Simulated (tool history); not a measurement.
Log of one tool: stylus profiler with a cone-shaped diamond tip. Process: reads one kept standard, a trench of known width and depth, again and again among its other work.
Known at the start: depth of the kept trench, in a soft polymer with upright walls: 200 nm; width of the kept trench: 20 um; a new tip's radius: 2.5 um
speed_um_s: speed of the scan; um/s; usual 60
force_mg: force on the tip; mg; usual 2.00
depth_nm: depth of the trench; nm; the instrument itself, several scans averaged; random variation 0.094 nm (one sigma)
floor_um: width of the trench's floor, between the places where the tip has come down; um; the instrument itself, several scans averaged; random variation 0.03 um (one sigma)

Run 1, hour 0.0: usual settings. Result: depth_nm 202.17 nm, floor_um 16.51 um.
Run 2, hour 22.5: usual settings. Result: depth_nm 202.21 nm, floor_um 16.49 um.
Run 3, hour 48.2: usual settings. Result: depth_nm 202.29 nm, floor_um 16.47 um.
Run 4, hour 64.6: usual settings. Result: depth_nm 202.21 nm, floor_um 16.44 um.
Run 5, hour 88.2: usual settings. Result: depth_nm 202.25 nm, floor_um 16.46 um.
At hour 101.6: new tip fitted, height scale calibrated.
Run 6, hour 103.6: usual settings but speed_um_s 228 um/s. Result: depth_nm 201.76 nm, floor_um 16.70 um.
Run 7, hour 114.7: usual settings but speed_um_s 228 um/s. Result: depth_nm 201.74 nm, floor_um 16.70 um.
Run 8, hour 128.5: usual settings but speed_um_s 228 um/s. Result: depth_nm 201.78 nm, floor_um 16.69 um.
Run 9, hour 145.4: usual settings but speed_um_s 228 um/s. Result: depth_nm 201.77 nm, floor_um 16.66 um.
Run 10, hour 156.5: usual settings but speed_um_s 228 um/s. Result: depth_nm 201.56 nm, floor_um 16.61 um.
Run 11, hour 170.2: usual settings but speed_um_s 228 um/s. Result: depth_nm 201.76 nm, floor_um 16.59 um.
Run 12, hour 185.1: usual settings but speed_um_s 182 um/s, force_mg 1.27 mg. Result: depth_nm 201.31 nm, floor_um 16.58 um.
Run 13, hour 209.4: usual settings but speed_um_s 182 um/s, force_mg 1.27 mg. Result: depth_nm 201.30 nm, floor_um 16.60 um.
Run 14, hour 230.6: usual settings but speed_um_s 43 um/s, force_mg 2.42 mg. Result: depth_nm 202.06 nm, floor_um 17.73 um.
Run 15, hour 247.1: usual settings but speed_um_s 43 um/s, force_mg 2.42 mg. Result: depth_nm 202.05 nm, floor_um 17.70 um.
Run 16, hour 269.1: usual settings but speed_um_s 165 um/s, force_mg 2.25 mg. Result: depth_nm 201.82 nm, floor_um 16.95 um.
Run 17, hour 279.9: usual settings but speed_um_s 21 um/s, force_mg 1.11 mg. Result: depth_nm 201.27 nm, floor_um 17.67 um.
Run 18, hour 305.6: usual settings but speed_um_s 57 um/s, force_mg 0.92 mg. Result: depth_nm 201.11 nm, floor_um 17.38 um.
Run 19, hour 319.9: usual settings but force_mg 0.76 mg. Result: depth_nm 201.08 nm, floor_um 17.33 um.
Run 20, hour 338.5: usual settings but force_mg 0.76 mg. Result: depth_nm 201.03 nm, floor_um 17.29 um.
Run 21, hour 364.4: usual settings but force_mg 0.76 mg. Result: depth_nm 201.15 nm, floor_um 17.30 um.
Run 22, hour 383.3: usual settings but speed_um_s 66 um/s, force_mg 1.09 mg. Result: depth_nm 201.33 nm, floor_um 17.34 um.

3 ways to go on from here, each from the tool as it stands after run 22. What would each give?
Run A, hour 396.4: usual settings but speed_um_s 65 um/s, force_mg 2.84 mg. Result: depth_nm ?, floor_um ?.
Run B, hour 396.4: usual settings but speed_um_s 214 um/s, force_mg 3.76 mg. Result: depth_nm ?, floor_um ?.
Run C, hour 396.4: usual settings but speed_um_s 122 um/s, force_mg 1.26 mg. Result: depth_nm ?, floor_um ?.

run  depth_nm  floor_um
  A    202.38     17.44
  B    202.73     16.87
  C    201.36     16.87
Without the tool's hidden state the same runs would have given:
run  depth_nm  floor_um
  A    202.22     17.65
  B    202.57     17.08
  C    201.20     17.08
